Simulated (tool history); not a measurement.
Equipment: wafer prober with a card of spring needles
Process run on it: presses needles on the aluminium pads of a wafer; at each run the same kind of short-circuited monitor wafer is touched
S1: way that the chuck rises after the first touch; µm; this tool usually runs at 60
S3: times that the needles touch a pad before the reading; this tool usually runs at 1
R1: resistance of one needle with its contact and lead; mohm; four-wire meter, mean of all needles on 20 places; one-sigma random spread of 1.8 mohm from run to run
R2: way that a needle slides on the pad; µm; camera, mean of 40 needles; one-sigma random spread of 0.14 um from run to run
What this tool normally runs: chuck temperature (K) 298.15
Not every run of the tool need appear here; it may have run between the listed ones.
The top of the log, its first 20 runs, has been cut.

{"hour": 257.1, "done": "tips cleaned on abrasive film"}
{"run": 21, "hour": 259.5, "S1": 60, "chuck temperature (K)": 308.15, "S3": 3, "R1": 189, "R2": 15.21}
{"hour": 266.5, "done": "tips cleaned on abrasive film"}
{"run": 22, "hour": 269.1, "S1": 53, "chuck temperature (K)": 308.15, "S3": 3, "R1": 191, "R2": 13.07}
{"hour": 276.2, "done": "tips cleaned on abrasive film"}
{"hour": 285.6, "done": "tips cleaned on abrasive film"}
{"run": 23, "hour": 285.8, "S1": 53, "chuck temperature (K)": 308.15, "S3": 3, "R1": 197, "R2": 13.12}
{"hour": 295.5, "done": "tips cleaned on abrasive film"}
{"run": 24, "hour": 302.6, "S1": 60, "chuck temperature (K)": 312.15, "S3": 1, "R1": 191, "R2": 15.07}
{"hour": 305.5, "done": "tips cleaned on abrasive film"}
{"hour": 315.0, "done": "tips cleaned on abrasive film"}
{"run": 25, "hour": 319.3, "S1": 61, "chuck temperature (K)": 324.15, "S3": 1, "R1": 191, "R2": 15.45}
{"hour": 325.5, "done": "tips cleaned on abrasive film"}
{"run": 26, "hour": 329.1, "S1": 66, "chuck temperature (K)": 323.15, "S3": 1, "R1": 190, "R2": 16.46}
{"hour": 335.4, "done": "tips cleaned on abrasive film"}
{"run": 27, "hour": 336.4, "S1": 66, "chuck temperature (K)": 323.15, "S3": 1, "R1": 192, "R2": 16.42}
{"hour": 345.2, "done": "tips cleaned on abrasive film"}
{"run": 28, "hour": 349.5, "S1": 69, "chuck temperature (K)": 362.15, "S3": 1, "R1": 200, "R2": 17.13}
{"hour": 355.4, "done": "tips cleaned on abrasive film"}
{"hour": 364.8, "done": "tips cleaned on abrasive film"}
{"run": 29, "hour": 367.2, "S1": 47, "chuck temperature (K)": 298.15, "S3": 1, "R1": 196, "R2": 11.68}
{"hour": 374.4, "done": "tips cleaned on abrasive film"}
{"run": 30, "hour": 376.0, "S1": 45, "chuck temperature (K)": 298.15, "S3": 1, "R1": 198, "R2": 11.17}
{"hour": 383.7, "done": "tips cleaned on abrasive film"}
{"hour": 394.0, "done": "tips cleaned on abrasive film"}
{"run": 31, "hour": 394.0, "S1": 72, "chuck temperature (K)": 353.15, "S3": 2, "R1": 194, "R2": 18.1}

Forecast each of these 3 alternatives for the next run:
{"hour": 404.1, "done": "tips cleaned on abrasive film"}
{"run": "A", "hour": 407.3, "S1": 69, "chuck temperature (K)": 302.15, "S3": 3, "R1": "?", "R2": "?"}
{"hour": 404.1, "done": "tips cleaned on abrasive film"}
{"run": "B", "hour": 407.3, "S1": 51, "chuck temperature (K)": 366.15, "S3": 1, "R1": "?", "R2": "?"}
{"hour": 404.1, "done": "tips cleaned on abrasive film"}
{"run": "C", "hour": 407.3, "S1": 55, "chuck temperature (K)": 382.15, "S3": 2, "R1": "?", "R2": "?"}

run=A R1=182 R2=17.15
run=B R1=213 R2=12.82
run=C R1=214 R2=13.62
What these runs would have given with no unlogged condition in the tool:
run=A R1=182 R2=17.16
run=B R1=213 R2=12.82
run=C R1=214 R2=13.62
